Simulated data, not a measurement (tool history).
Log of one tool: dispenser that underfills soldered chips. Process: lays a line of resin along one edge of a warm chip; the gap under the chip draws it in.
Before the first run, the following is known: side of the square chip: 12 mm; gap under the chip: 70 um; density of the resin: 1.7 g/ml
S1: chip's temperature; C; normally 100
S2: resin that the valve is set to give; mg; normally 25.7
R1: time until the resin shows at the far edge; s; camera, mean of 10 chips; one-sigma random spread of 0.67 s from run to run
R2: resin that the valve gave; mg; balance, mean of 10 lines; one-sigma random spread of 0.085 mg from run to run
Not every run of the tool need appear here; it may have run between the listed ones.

{"run": 1, "hour": 0.0, "S1": 100, "S2": 25.7, "R1": 99.0, "R2": 25.19}
{"run": 2, "hour": 3.6, "S1": 94, "S2": 25.7, "R1": 158.1, "R2": 25.18}
{"run": 3, "hour": 9.2, "S1": 100, "S2": 25.7, "R1": 156.2, "R2": 25.65}
{"run": 4, "hour": 13.5, "S1": 100, "S2": 25.7, "R1": 75.1, "R2": 25.75}
{"run": 5, "hour": 17.8, "S1": 100, "S2": 28.6, "R1": 95.3, "R2": 28.58}
{"run": 6, "hour": 20.9, "S1": 100, "S2": 25.7, "R1": 114.7, "R2": 25.53}
{"run": 7, "hour": 24.6, "S1": 100, "S2": 25.7, "R1": 140.6, "R2": 25.66}
{"run": 8, "hour": 28.3, "S1": 100, "S2": 22.2, "R1": 67.8, "R2": 22.01}
{"run": 9, "hour": 31.8, "S1": 100, "S2": 22.2, "R1": 84.7, "R2": 22.01}
{"run": 10, "hour": 34.3, "S1": 96, "S2": 25.7, "R1": 107.0, "R2": 25.66}
{"run": 11, "hour": 38.8, "S1": 96, "S2": 25.7, "R1": 139.9, "R2": 25.46}
{"run": 12, "hour": 42.8, "S1": 100, "S2": 22.2, "R1": 159.1, "R2": 21.98}
{"run": 13, "hour": 47.4, "S1": 100, "S2": 22.2, "R1": 74.9, "R2": 22.05}
{"run": 14, "hour": 51.5, "S1": 100, "S2": 22.2, "R1": 93.8, "R2": 22.07}
{"run": 15, "hour": 54.1, "S1": 100, "S2": 22.2, "R1": 108.8, "R2": 22.04}
{"run": 16, "hour": 56.3, "S1": 100, "S2": 22.2, "R1": 125.1, "R2": 21.96}
{"run": 17, "hour": 60.9, "S1": 100, "S2": 29.0, "R1": 153.4, "R2": 28.63}
{"run": 18, "hour": 65.4, "S1": 100, "S2": 25.7, "R1": 76.3, "R2": 25.36}
{"run": 19, "hour": 69.0, "S1": 100, "S2": 25.7, "R1": 92.2, "R2": 25.35}
{"run": 20, "hour": 72.2, "S1": 107, "S2": 32.8, "R1": 82.0, "R2": 32.4}
{"run": 21, "hour": 75.4, "S1": 107, "S2": 23.0, "R1": 104.3, "R2": 22.51}
{"run": 22, "hour": 78.5, "S1": 113, "S2": 32.1, "R1": 93.4, "R2": 31.58}
{"run": 23, "hour": 80.9, "S1": 113, "S2": 32.1, "R1": 38.9, "R2": 31.39}
{"run": 24, "hour": 85.3, "S1": 97, "S2": 33.3, "R1": 96.6, "R2": 32.49}
{"run": 25, "hour": 89.1, "S1": 100, "S2": 30.5, "R1": 105.4, "R2": 29.9}
{"run": 26, "hour": 92.7, "S1": 100, "S2": 30.5, "R1": 130.6, "R2": 29.83}
{"run": 27, "hour": 97.7, "S1": 97, "S2": 26.9, "R1": 69.6, "R2": 26.98}
{"run": 28, "hour": 100.1, "S1": 97, "S2": 26.9, "R1": 80.3, "R2": 26.78}
{"run": 29, "hour": 102.2, "S1": 97, "S2": 26.9, "R1": 90.1, "R2": 26.58}
{"run": 30, "hour": 105.7, "S1": 86, "S2": 22.4, "R1": 184.2, "R2": 22.29}
{"run": 31, "hour": 110.1, "S1": 107, "S2": 25.1, "R1": 95.8, "R2": 25.02}
{"run": 32, "hour": 115.1, "S1": 110, "S2": 25.6, "R1": 41.9, "R2": 25.48}
{"run": 33, "hour": 117.1, "S1": 110, "S2": 25.6, "R1": 47.0, "R2": 25.31}
{"run": 34, "hour": 121.8, "S1": 90, "S2": 25.7, "R1": 141.4, "R2": 25.52}
{"run": 35, "hour": 124.4, "S1": 106, "S2": 29.6, "R1": 81.8, "R2": 29.21}
{"run": 36, "hour": 126.6, "S1": 103, "S2": 29.3, "R1": 106.9, "R2": 29.05}

Put back what was entered between runs (9 entries, withheld): which listed runs does each sit between, and how does the hidden state differ from the listed run before to the listed run after?
In the gap between runs 2 and 3: dispensing valve cleaned and set on the balance (hour 7.1)
  resin's viscosity, % of fresh resin's: 196.3 -> 255.2; dose that the valve gives, % of what is set: 97.81 -> 100.11; true chip temperature over the reading, C: -0.46 -> -0.48
  what was measured, less what the result would be without the hidden state, R1: +79.2 -> +96.0 s; R2: -0.57 -> +0.03 mg
In the gap between runs 3 and 4: new syringe of resin (hour 9.9)
  resin's viscosity, % of fresh resin's: 255.2 -> 122.3; dose that the valve gives, % of what is set: 100.11 -> 99.99; true chip temperature over the reading, C: -0.48 -> -0.5
  what was measured, less what the result would be without the hidden state, R1: +96.0 -> +14.9 s; R2: +0.03 -> +0.00 mg
In the gap between runs 7 and 8: new syringe of resin (hour 27.4)
  resin's viscosity, % of fresh resin's: 230.1 -> 106.7; dose that the valve gives, % of what is set: 99.66 -> 99.57; true chip temperature over the reading, C: -0.55 -> -0.56
  what was measured, less what the result would be without the hidden state, R1: +81.1 -> +5.7 s; R2: -0.09 -> -0.09 mg
In the gap between runs 12 and 13: new syringe of resin (hour 44.6)
  resin's viscosity, % of fresh resin's: 242.9 -> 116.7; dose that the valve gives, % of what is set: 99.16 -> 99.04; true chip temperature over the reading, C: -0.62 -> -0.64
  what was measured, less what the result would be without the hidden state, R1: +95.1 -> +12.6 s; R2: -0.19 -> -0.21 mg
In the gap between runs 17 and 18: new syringe of resin (hour 61.8)
  resin's viscosity, % of fresh resin's: 252.6 -> 123.4; dose that the valve gives, % of what is set: 98.66 -> 98.54; true chip temperature over the reading, C: -0.7 -> -0.72
  what was measured, less what the result would be without the hidden state, R1: +94.7 -> +16.3 s; R2: -0.39 -> -0.37 mg
In the gap between runs 22 and 23: new syringe of resin (hour 79.1)
  resin's viscosity, % of fresh resin's: 259.3 -> 109.7; dose that the valve gives, % of what is set: 98.16 -> 98.1; true chip temperature over the reading, C: -0.78 -> -0.79
  what was measured, less what the result would be without the hidden state, R1: +58.4 -> +4.5 s; R2: -0.59 -> -0.60 mg
In the gap between runs 26 and 27: dispensing valve cleaned and set on the balance (hour 95.1); new syringe of resin (hour 97.6)
  resin's viscosity, % of fresh resin's: 215.3 -> 99.8; dose that the valve gives, % of what is set: 97.77 -> 99.9; true chip temperature over the reading, C: -0.84 -> -0.85
  what was measured, less what the result would be without the hidden state, R1: +72.3 -> +2.3 s; R2: -0.68 -> -0.03 mg
In the gap between runs 31 and 32: new syringe of resin (hour 115.1)
  resin's viscosity, % of fresh resin's: 201.8 -> 100.7; dose that the valve gives, % of what is set: 99.54 -> 99.4; true chip temperature over the reading, C: -0.91 -> -0.93
  what was measured, less what the result would be without the hidden state, R1: +49.8 -> +1.8 s; R2: -0.11 -> -0.15 mg
